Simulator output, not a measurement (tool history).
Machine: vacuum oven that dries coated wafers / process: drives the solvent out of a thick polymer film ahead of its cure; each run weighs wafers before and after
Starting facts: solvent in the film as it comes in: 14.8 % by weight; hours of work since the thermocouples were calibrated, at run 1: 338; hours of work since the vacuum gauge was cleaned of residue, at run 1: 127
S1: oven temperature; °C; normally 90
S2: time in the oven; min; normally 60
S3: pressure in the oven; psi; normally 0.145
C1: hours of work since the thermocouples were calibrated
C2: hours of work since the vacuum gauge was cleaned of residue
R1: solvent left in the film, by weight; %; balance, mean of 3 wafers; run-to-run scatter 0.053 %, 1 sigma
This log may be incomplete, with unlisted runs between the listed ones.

run	hour	S1	S2	S3	C1	C2	R1
1	0	90	60	0.145	338	127	1.83
2	5.9	90	60	0.145	341	130	1.65
3	13.1	90	60	0.145	345	134	1.76
4	23.8	90	60	0.145	351	140	1.73
5	34.6	90	60	0.145	357	146	1.75
6	44.9	90	60	0.145	362	152	1.83
7	52.8	90	60	0.145	367	156	1.74
8	66.2	90	60	0.145	374	164	1.76
9	72.4	77	60	0.145	378	167	3.89
10	80.7	77	60	0.145	382	172	3.93
11	93.6	77	60	0.145	389	179	3.98
12	105.8	99	60	0.145	396	185	0.87
13	115.1	99	60	0.145	401	190	0.87
14	127.8	99	60	0.145	408	197	0.82
15	138.3	77	60	0.145	414	203	3.92
16	147.5	77	60	0.145	419	208	3.9
17	153.5	77	60	0.145	422	212	3.87
18	165.2	90	46	0.132	429	218	2.62
19	176.3	90	46	0.289	435	224	3.04
20	188.9	91	88	0.499	442	231	2
21	201	91	41	0.086	448	238	2.76
22	208.7	90	60	0.091	452	242	1.53
23	221.2	100	32	0.234	459	249	2.56
24	233	93	30	0.455	466	255	4.47
25	241.8	93	30	0.455	471	260	4.64
26	248.1	90	60	0.081	474	264	1.54
27	254.1	90	60	0.081	477	267	1.64

Alternative continuations, all from the tool just after run 27; predict every row:
A	268.1	92	102	0.242	485	275	?
B	268.1	94	56	0.104	485	275	?
C	268.1	103	60	0.133	485	275	?
D	268.1	104	30	0.074	485	275	?

run	R1
A	1
B	1.41
C	0.66
D	2
Take away the tool's hidden state, keep each run's random variation, and the runs would have read:
run	R1
A	0.92
B	1.32
C	0.6
D	1.91
